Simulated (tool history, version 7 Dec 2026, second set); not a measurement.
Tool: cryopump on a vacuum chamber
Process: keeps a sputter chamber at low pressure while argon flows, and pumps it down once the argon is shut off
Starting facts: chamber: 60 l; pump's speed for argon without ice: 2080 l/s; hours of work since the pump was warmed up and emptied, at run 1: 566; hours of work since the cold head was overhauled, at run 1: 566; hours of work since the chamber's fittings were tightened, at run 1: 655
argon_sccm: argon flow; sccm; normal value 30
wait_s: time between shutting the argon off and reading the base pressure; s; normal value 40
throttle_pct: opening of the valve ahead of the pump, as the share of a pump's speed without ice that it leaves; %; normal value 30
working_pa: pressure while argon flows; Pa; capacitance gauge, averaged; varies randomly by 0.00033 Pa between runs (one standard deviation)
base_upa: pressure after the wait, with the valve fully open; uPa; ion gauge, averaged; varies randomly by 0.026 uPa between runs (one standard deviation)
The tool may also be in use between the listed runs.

run     day  argon_sccm  wait_s  throttle_pct  hours of work since the pump was warmed up and emptied  hours of work since the cold head was overhauled  hours of work since the chamber's fittings were tightened  working_pa  base_upa
  1   0.000          30      40            30                                                     566                                               566                                                        655      0.0868      1.97
  2   0.942          30      40            30                                                     580                                               580                                                        669      0.0868      2.02
  3   1.608          30      40            30                                                     590                                               590                                                        679      0.0863      1.96
  4   2.646          30      40            30                                                     605                                               605                                                        695      0.0872      2.09
  5   3.696          44      40            30                                                     621                                               621                                                        711      0.1270      2.07
  6   4.300          39      40            30                                                     630                                               630                                                        720      0.1128      2.08
  7   4.783          39      40            30                                                     638                                               638                                                        727      0.1132      2.14
      5.367  -- pump warmed up, emptied and cooled again
  8   5.796          30     131            30                                                       6                                               650                                                        739      0.0816      1.26
  9   6.792          30     131            30                                                      21                                               665                                                        754      0.0818      1.29
 10   7.542          30     131            30                                                      33                                               676                                                        765      0.0814      1.32
 11   8.196          30     131            30                                                      43                                               686                                                        775      0.0816      1.31
 12   8.717          30     131            30                                                      50                                               694                                                        783      0.0818      1.30
 13   9.700          40     131            24                                                      65                                               709                                                        798      0.1365      1.34
 14  10.342          40     131            24                                                      75                                               718                                                        808      0.1364      1.37
 15  11.150          40     131            24                                                      87                                               730                                                        820      0.1374      1.34
 16  11.858          45     131            24                                                      98                                               741                                                        830      0.1535      1.34
 17  12.917          21      45            36                                                     114                                               757                                                        846      0.0485      1.91
 18  13.671          31     116            28                                                     125                                               768                                                        858      0.0918      1.44

Predict each of these 3 candidate next runs independently; none follows another, all start after run 18:
  A  14.358          53     248            30                                                     135                                               779                                                        868           ?         ?
  B  14.358          30     227            30                                                     135                                               779                                                        868           ?         ?
  C  14.358          18     116            43                                                     135                                               779                                                        868           ?         ?

run  working_pa  base_upa
  A      0.1453      1.27
  B      0.0830      1.39
  C      0.0347      1.47
The same runs, with their run-to-run variation unchanged, on a tool lacking any hidden condition would have given:
run  working_pa  base_upa
  A      0.1431      0.26
  B      0.0817      0.36
  C      0.0340      0.46

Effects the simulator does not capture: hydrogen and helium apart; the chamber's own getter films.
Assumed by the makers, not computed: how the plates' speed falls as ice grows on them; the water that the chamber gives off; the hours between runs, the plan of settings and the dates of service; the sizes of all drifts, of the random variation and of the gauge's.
